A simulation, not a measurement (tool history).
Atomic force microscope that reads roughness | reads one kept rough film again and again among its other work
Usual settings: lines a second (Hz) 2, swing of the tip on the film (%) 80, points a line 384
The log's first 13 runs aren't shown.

| run | hour | lines a second (Hz) | swing of the tip on the film (%) | points a line | pictures with this tip | hours of work since the height scale was calibrated | roughness of the kept film (nm (root mean square)) |
|---|---|---|---|---|---|---|---|
| 14 | 126.9 | 2 | 80 | 384 | 88 | 182 | 5.276 |
| 15 | 140.7 | 2 | 80 | 384 | 110 | 188 | 5.263 |
| 16 | 154.4 | 2 | 70 | 384 | 132 | 194 | 5.356 |
| 17 | 161.8 | 2 | 70 | 384 | 143 | 198 | 5.333 |
| 18 | 175.7 | 2 | 70 | 384 | 166 | 204 | 5.286 |
| 19 | 189.3 | 2 | 70 | 384 | 187 | 211 | 5.248 |
| 20 | 198.4 | 1.06 | 60 | 316 | 202 | 215 | 5.378 |
| 21 | 208.4 | 1.06 | 60 | 316 | 218 | 220 | 5.382 |
|  | 210.6 | height scale calibrated on a step standard |
| 22 | 223 | 1.06 | 60 | 316 | 239 | 6 | 5.304 |
| 23 | 234 | 3.43 | 69 | 758 | 257 | 11 | 5.062 |
| 24 | 240.6 | 2.27 | 90 | 362 | 267 | 14 | 4.71 |
| 25 | 249.8 | 2.27 | 90 | 362 | 282 | 18 | 4.705 |
| 26 | 260.9 | 2.27 | 90 | 362 | 300 | 23 | 4.688 |
| 27 | 267.2 | 2.27 | 90 | 362 | 310 | 26 | 4.681 |
| 28 | 280.1 | 2 | 72 | 977 | 330 | 32 | 5.039 |
|  | 284.3 | new tip fitted |
| 29 | 287.7 | 1.15 | 87 | 601 | 5 | 36 | 5.468 |
|  | 292.2 | height scale calibrated on a step standard, once more |
| 30 | 302.6 | 1.73 | 89 | 692 | 27 | 5 | 5.225 |
| 31 | 315.5 | 2 | 77 | 384 | 48 | 11 | 5.377 |
| 32 | 328.6 | 1.11 | 80 | 630 | 69 | 17 | 5.443 |
| 33 | 337.4 | 1.11 | 80 | 630 | 83 | 21 | 5.381 |

Forecast each of these 3 alternatives for the next run:
| A | 346.8 | 3.52 | 66 | 405 | 98 | 26 | ? |
| B | 346.8 | 1.6 | 80 | 808 | 98 | 26 | ? |
| C | 346.8 | 3.05 | 78 | 385 | 98 | 26 | ? |

| run | roughness of the kept film (nm (root mean square)) |
|---|---|
| A | 5.291 |
| B | 5.282 |
| C | 5.143 |
Without the tool's hidden state the same runs would have given:
| run | roughness of the kept film (nm (root mean square)) |
|---|---|
| A | 5.451 |
| B | 5.442 |
| C | 5.298 |
